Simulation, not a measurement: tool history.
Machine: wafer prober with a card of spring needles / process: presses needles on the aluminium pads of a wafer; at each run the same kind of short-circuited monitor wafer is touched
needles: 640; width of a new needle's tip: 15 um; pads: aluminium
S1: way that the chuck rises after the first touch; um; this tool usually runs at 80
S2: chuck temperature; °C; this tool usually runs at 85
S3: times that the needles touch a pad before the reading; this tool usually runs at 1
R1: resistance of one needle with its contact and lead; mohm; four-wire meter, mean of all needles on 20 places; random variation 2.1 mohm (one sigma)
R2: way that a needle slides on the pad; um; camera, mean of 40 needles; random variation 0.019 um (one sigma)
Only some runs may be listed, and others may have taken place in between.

run,hour,S1,S2,S3,R1,R2
1,0,80,85,1,243,14.97
# hour 17.8: tips cleaned on abrasive film
2,29.1,87,85,1,295,16.24
# hour 36.6: tips cleaned on abrasive film
# hour 53.4: tips cleaned on abrasive film
3,53.4,93,85,1,243,17.39
# hour 72.5: tips cleaned on abrasive film
4,83.3,80,85,2,274,14.9
# hour 89.7: tips cleaned on abrasive film
# hour 106.5: tips cleaned on abrasive film
5,106.5,80,85,2,238,14.89
# hour 124.6: tips cleaned on abrasive film
6,124.7,80,85,2,240,14.9
# hour 141.2: tips cleaned on abrasive film
# hour 148.5: height of the first contact set anew
7,152.3,80,85,3,263,15.06
# hour 159.3: tips cleaned on abrasive film
# hour 177.8: tips cleaned on abrasive film
8,181.7,80,85,1,270,15.06
# hour 196.4: tips cleaned on abrasive film
9,209.2,80,85,1,306,15.02
# hour 214: tips cleaned on abrasive film
# hour 231.2: tips cleaned on abrasive film
10,238.1,80,85,1,292,14.99
# hour 248.2: tips cleaned on abrasive film
11,256.6,80,43,1,294,14.98
# hour 266.9: tips cleaned on abrasive film
12,281.3,65,94,2,303,12.14
# hour 284.8: tips cleaned on abrasive film
# hour 302.9: tips cleaned on abrasive film
13,306.2,65,94,2,273,12.1
# hour 320.1: tips cleaned on abrasive film
14,328.5,80,85,1,295,14.98
# hour 337.6: tips cleaned on abrasive film
15,345.6,93,85,1,281,17.42
# hour 354.7: tips cleaned on abrasive film
16,360.3,75,106,1,292,14
# hour 372.2: tips cleaned on abrasive film
17,384.9,77,34,2,274,14.37
# hour 389.5: tips cleaned on abrasive film
18,398.5,62,36,1,331,11.5
# hour 407.4: tips cleaned on abrasive film
# hour 417.4: height of the first contact set anew
19,418,99,27,1,272,18.63
# hour 425.4: tips cleaned on abrasive film
# hour 443.6: tips cleaned on abrasive film
20,445.8,80,26,2,236,15.01

Branching from run 20: 3 alternative next runs. What would each branch give?
# hour 460.1: tips cleaned on abrasive film
A,464,80,52,1,?,?
# hour 460.1: tips cleaned on abrasive film
B,464,98,102,3,?,?
# hour 460.1: tips cleaned on abrasive film
C,464,80,45,1,?,?

run,R1,R2
A,274,15.02
B,249,18.42
C,269,15.05
With the hidden condition removed and each run's random variation left untouched, the same runs would have given:
run,R1,R2
A,230,15.05
B,237,18.45
C,225,15.08
